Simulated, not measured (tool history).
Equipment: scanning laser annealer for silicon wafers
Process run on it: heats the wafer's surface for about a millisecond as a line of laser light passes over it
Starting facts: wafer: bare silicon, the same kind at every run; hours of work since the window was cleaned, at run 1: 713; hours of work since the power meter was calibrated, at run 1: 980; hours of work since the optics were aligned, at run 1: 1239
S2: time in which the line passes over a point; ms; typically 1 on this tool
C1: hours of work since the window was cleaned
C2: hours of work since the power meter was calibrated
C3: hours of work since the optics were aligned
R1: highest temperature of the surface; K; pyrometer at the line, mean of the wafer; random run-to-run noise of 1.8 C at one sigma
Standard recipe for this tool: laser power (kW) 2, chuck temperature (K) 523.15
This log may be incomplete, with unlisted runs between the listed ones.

Run 1, day 0: usual settings; C1 713; C2 980; C3 1239. Result: R1 1185.15 K.
Run 2, day 1.008: usual settings; C1 730; C2 996; C3 1256. Result: R1 1187.15 K.
At day 1.308: window over the wafer cleaned.
Run 3, day 2.375: usual settings; C1 18; C2 1017; C3 1277. Result: R1 1225.15 K.
Run 4, day 3.017: usual settings but laser power (kW) 2.061; C1 28; C2 1028; C3 1288. Result: R1 1247.15 K.
Run 5, day 4.212: usual settings but laser power (kW) 2.061; C1 48; C2 1048; C3 1307. Result: R1 1246.15 K.
Run 6, day 5.5: usual settings but laser power (kW) 2.061; C1 69; C2 1069; C3 1329. Result: R1 1240.15 K.
Run 7, day 6.717: usual settings but laser power (kW) 2.11; C1 89; C2 1089; C3 1349. Result: R1 1260.15 K.
Run 8, day 7.558: usual settings but laser power (kW) 2.11; C1 103; C2 1103; C3 1363. Result: R1 1259.15 K.
Run 9, day 8.708: usual settings but laser power (kW) 2.11; C1 122; C2 1122; C3 1382. Result: R1 1254.15 K.
Run 10, day 10.212: usual settings but laser power (kW) 2.11; C1 147; C2 1147; C3 1406. Result: R1 1253.15 K.
Run 11, day 11.621: usual settings but laser power (kW) 2.11; C1 170; C2 1170; C3 1430. Result: R1 1252.15 K.
Run 12, day 12.567: usual settings but laser power (kW) 2.11, chuck temperature (K) 554.15; C1 186; C2 1185; C3 1445. Result: R1 1281.15 K.
Run 13, day 13.279: usual settings but laser power (kW) 2.11, chuck temperature (K) 554.15; C1 197; C2 1197; C3 1457. Result: R1 1282.15 K.
Run 14, day 14.338: usual settings but laser power (kW) 2.11, chuck temperature (K) 554.15; C1 215; C2 1215; C3 1474. Result: R1 1280.15 K.
Run 15, day 15.238: usual settings but laser power (kW) 1.985; C1 230; C2 1230; C3 1489. Result: R1 1207.15 K.
Run 16, day 16.242: usual settings but laser power (kW) 1.985; C1 246; C2 1246; C3 1506. Result: R1 1206.15 K.
Run 17, day 16.958: usual settings but laser power (kW) 1.985; C1 258; C2 1258; C3 1518. Result: R1 1204.15 K.
Run 18, day 18.138: usual settings; C1 278; C2 1277; C3 1537. Result: R1 1208.15 K.
At day 18.783: optics aligned, line set to its width.
Run 19, day 19.392: usual settings; C1 295; C2 1295; C3 10. Result: R1 1222.15 K.
Run 20, day 20.579: usual settings; C1 314; C2 1314; C3 30. Result: R1 1219.15 K.
Run 21, day 21.633: usual settings but S2 0.79 ms; C1 332; C2 1332; C3 47. Result: R1 1139.15 K.
Run 22, day 22.442: usual settings but laser power (kW) 2.024, S2 0.78 ms, chuck temperature (K) 487.15; C1 345; C2 1345; C3 60. Result: R1 1103.15 K.
Run 23, day 23.767: usual settings but laser power (kW) 2.024, S2 0.78 ms, chuck temperature (K) 487.15; C1 367; C2 1367; C3 82. Result: R1 1105.15 K.
Run 24, day 24.833: usual settings but laser power (kW) 1.881, chuck temperature (K) 487.15; C1 385; C2 1384; C3 100. Result: R1 1138.15 K.
Run 25, day 26.283: usual settings but laser power (kW) 2.149, chuck temperature (K) 496.15; C1 409; C2 1408; C3 124. Result: R1 1239.15 K.
Run 26, day 27.192: usual settings but S2 0.72 ms; C1 424; C2 1423; C3 139. Result: R1 1105.15 K.
Run 27, day 28.242: usual settings but laser power (kW) 1.914, S2 0.82 ms; C1 441; C2 1441; C3 156. Result: R1 1117.15 K.
Run 28, day 29.3: usual settings but laser power (kW) 1.914, S2 0.82 ms; C1 458; C2 1458; C3 174. Result: R1 1117.15 K.
Run 29, day 30.021: usual settings but chuck temperature (K) 549.15; C1 470; C2 1470; C3 185. Result: R1 1237.15 K.
Run 30, day 31.404: usual settings but chuck temperature (K) 549.15; C1 493; C2 1493; C3 208. Result: R1 1237.15 K.
Run 31, day 32.075: usual settings but chuck temperature (K) 504.15; C1 504; C2 1504; C3 219. Result: R1 1193.15 K.
Run 32, day 32.988: usual settings but chuck temperature (K) 504.15; C1 519; C2 1519; C3 234. Result: R1 1190.15 K.
Run 33, day 34.475: usual settings but laser power (kW) 1.75, S2 0.81 ms, chuck temperature (K) 504.15; C1 544; C2 1544; C3 259. Result: R1 1038.15 K.
Run 34, day 35.208: usual settings but laser power (kW) 1.75, S2 0.81 ms, chuck temperature (K) 504.15; C1 556; C2 1556; C3 271. Result: R1 1039.15 K.
Run 35, day 36.579: usual settings but laser power (kW) 1.75, S2 0.81 ms, chuck temperature (K) 504.15; C1 579; C2 1578; C3 294. Result: R1 1038.15 K.
Run 36, day 38.1: usual settings but laser power (kW) 1.862, S2 1.13 ms, chuck temperature (K) 551.15; C1 604; C2 1603; C3 319. Result: R1 1227.15 K.
Run 37, day 38.821: usual settings but laser power (kW) 2.168, chuck temperature (K) 509.15; C1 616; C2 1615; C3 331. Result: R1 1242.15 K.
Run 38, day 39.517: usual settings but laser power (kW) 2.168, chuck temperature (K) 509.15; C1 627; C2 1627; C3 342. Result: R1 1242.15 K.

What will run 39 give?
Run 39, day 40.371: usual settings but laser power (kW) 1.94, chuck temperature (K) 533.15; C1 641; C2 1641; C3 356. Result: R1 ?.

R1: 1191.15 K
The same run, on a tool lacking any hidden state, would have yielded R1 1238.15 K.
